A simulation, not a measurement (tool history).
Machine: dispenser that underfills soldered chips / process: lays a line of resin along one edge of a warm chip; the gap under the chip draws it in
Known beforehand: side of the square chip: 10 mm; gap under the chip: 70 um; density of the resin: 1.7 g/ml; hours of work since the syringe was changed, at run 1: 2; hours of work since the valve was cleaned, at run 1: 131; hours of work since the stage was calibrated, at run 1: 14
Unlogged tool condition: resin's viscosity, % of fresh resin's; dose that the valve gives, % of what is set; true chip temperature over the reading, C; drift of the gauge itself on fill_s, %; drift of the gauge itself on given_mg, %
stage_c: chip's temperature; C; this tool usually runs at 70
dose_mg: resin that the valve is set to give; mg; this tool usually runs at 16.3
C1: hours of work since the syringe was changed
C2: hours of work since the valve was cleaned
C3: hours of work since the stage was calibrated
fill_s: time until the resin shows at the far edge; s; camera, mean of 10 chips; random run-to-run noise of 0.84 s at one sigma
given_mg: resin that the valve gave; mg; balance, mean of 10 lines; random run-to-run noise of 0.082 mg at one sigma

{"run": 1, "hour": 0.0, "stage_c": 70, "dose_mg": 16.3, "C1": 2, "C2": 131, "C3": 14, "fill_s": 91.2, "given_mg": 14.84}
{"run": 2, "hour": 6.5, "stage_c": 70, "dose_mg": 16.5, "C1": 6, "C2": 136, "C3": 19, "fill_s": 128.6, "given_mg": 14.94}
{"hour": 9.4, "done": "new syringe of resin"}
{"hour": 10.4, "done": "dispensing valve cleaned and set on the balance"}
{"run": 3, "hour": 14.1, "stage_c": 70, "dose_mg": 16.5, "C1": 3, "C2": 3, "C3": 23, "fill_s": 97.2, "given_mg": 16.23}
{"run": 4, "hour": 20.4, "stage_c": 70, "dose_mg": 16.5, "C1": 7, "C2": 7, "C3": 28, "fill_s": 131.4, "given_mg": 16.37}
{"hour": 22.3, "done": "new syringe of resin"}
{"run": 5, "hour": 25.2, "stage_c": 70, "dose_mg": 16.3, "C1": 2, "C2": 10, "C3": 31, "fill_s": 92.3, "given_mg": 16.38}
{"run": 6, "hour": 29.9, "stage_c": 70, "dose_mg": 16.3, "C1": 5, "C2": 14, "C3": 34, "fill_s": 116.3, "given_mg": 16.2}
{"hour": 33.8, "done": "new syringe of resin"}
{"run": 7, "hour": 36.3, "stage_c": 70, "dose_mg": 16.3, "C1": 2, "C2": 18, "C3": 39, "fill_s": 90.4, "given_mg": 16.1}
{"run": 8, "hour": 43.2, "stage_c": 70, "dose_mg": 16.3, "C1": 7, "C2": 23, "C3": 44, "fill_s": 130.3, "given_mg": 16.02}
{"hour": 45.9, "done": "new syringe of resin"}
{"run": 9, "hour": 47.3, "stage_c": 70, "dose_mg": 16.3, "C1": 1, "C2": 26, "C3": 46, "fill_s": 86.7, "given_mg": 15.91}
{"run": 10, "hour": 52.8, "stage_c": 81, "dose_mg": 16.3, "C1": 5, "C2": 30, "C3": 50, "fill_s": 83.1, "given_mg": 15.97}
{"hour": 58.2, "done": "new syringe of resin"}
{"run": 11, "hour": 60.3, "stage_c": 70, "dose_mg": 16.3, "C1": 1, "C2": 35, "C3": 55, "fill_s": 91.4, "given_mg": 15.78}
{"run": 12, "hour": 68.9, "stage_c": 70, "dose_mg": 16.3, "C1": 8, "C2": 41, "C3": 62, "fill_s": 145.1, "given_mg": 15.74}
{"hour": 70.3, "done": "new syringe of resin"}
{"run": 13, "hour": 75.1, "stage_c": 70, "dose_mg": 16.3, "C1": 3, "C2": 45, "C3": 66, "fill_s": 101.9, "given_mg": 15.86}
{"run": 14, "hour": 81.5, "stage_c": 70, "dose_mg": 18.8, "C1": 8, "C2": 50, "C3": 70, "fill_s": 140.0, "given_mg": 18.07}
{"hour": 82.5, "done": "new syringe of resin"}
{"run": 15, "hour": 89.5, "stage_c": 70, "dose_mg": 14.5, "C1": 5, "C2": 55, "C3": 76, "fill_s": 124.4, "given_mg": 13.88}
{"hour": 94.1, "done": "new syringe of resin"}
{"run": 16, "hour": 95.3, "stage_c": 82, "dose_mg": 18.3, "C1": 1, "C2": 59, "C3": 80, "fill_s": 58.9, "given_mg": 17.48}
{"run": 17, "hour": 103.3, "stage_c": 70, "dose_mg": 15.9, "C1": 7, "C2": 65, "C3": 86, "fill_s": 132.7, "given_mg": 15.07}
{"hour": 106.0, "done": "new syringe of resin"}
{"run": 18, "hour": 110.6, "stage_c": 70, "dose_mg": 15.9, "C1": 3, "C2": 70, "C3": 90, "fill_s": 105.9, "given_mg": 15.11}
{"run": 19, "hour": 116.2, "stage_c": 63, "dose_mg": 19.1, "C1": 7, "C2": 74, "C3": 95, "fill_s": 168.7, "given_mg": 18.05}
{"hour": 117.7, "done": "new syringe of resin"}
{"run": 20, "hour": 122.3, "stage_c": 57, "dose_mg": 15.1, "C1": 3, "C2": 78, "C3": 99, "fill_s": 161.8, "given_mg": 14.33}
{"run": 21, "hour": 128.5, "stage_c": 61, "dose_mg": 19.0, "C1": 8, "C2": 83, "C3": 103, "fill_s": 187.3, "given_mg": 17.93}
{"hour": 129.5, "done": "new syringe of resin"}
{"run": 22, "hour": 132.9, "stage_c": 61, "dose_mg": 19.0, "C1": 2, "C2": 86, "C3": 106, "fill_s": 130.7, "given_mg": 17.84}
{"hour": 141.3, "done": "new syringe of resin"}
{"run": 23, "hour": 141.5, "stage_c": 58, "dose_mg": 19.4, "C1": 0, "C2": 92, "C3": 112, "fill_s": 116.8, "given_mg": 18.29}
{"run": 24, "hour": 147.7, "stage_c": 60, "dose_mg": 19.4, "C1": 5, "C2": 96, "C3": 116, "fill_s": 154.4, "given_mg": 18.23}
{"hour": 153.1, "done": "new syringe of resin"}
{"run": 25, "hour": 153.1, "stage_c": 58, "dose_mg": 18.6, "C1": 0, "C2": 100, "C3": 120, "fill_s": 117.5, "given_mg": 17.19}

Results for each run, recomputed without the tool's hidden state and with each run's random variation untouched:
run=1 fill_s=79.4 given_mg=16.34
run=2 fill_s=79.5 given_mg=16.51
run=3 fill_s=79.6 given_mg=16.30
run=4 fill_s=77.1 given_mg=16.49
run=5 fill_s=78.9 given_mg=16.53
run=6 fill_s=77.8 given_mg=16.39
run=7 fill_s=78.9 given_mg=16.33
run=8 fill_s=79.0 given_mg=16.30
run=9 fill_s=79.0 given_mg=16.22
run=10 fill_s=56.7 given_mg=16.33
run=11 fill_s=79.7 given_mg=16.20
run=12 fill_s=80.0 given_mg=16.23
run=13 fill_s=77.7 given_mg=16.39
run=14 fill_s=76.2 given_mg=18.74
run=15 fill_s=82.4 given_mg=14.44
run=16 fill_s=54.0 given_mg=18.25
run=17 fill_s=78.8 given_mg=15.80
run=18 fill_s=80.7 given_mg=15.89
run=19 fill_s=96.1 given_mg=19.04
run=20 fill_s=122.3 given_mg=15.16
run=21 fill_s=103.4 given_mg=19.03
run=22 fill_s=103.9 given_mg=18.98
run=23 fill_s=111.4 given_mg=19.55
run=24 fill_s=106.2 given_mg=19.53
run=25 fill_s=113.7 given_mg=18.47
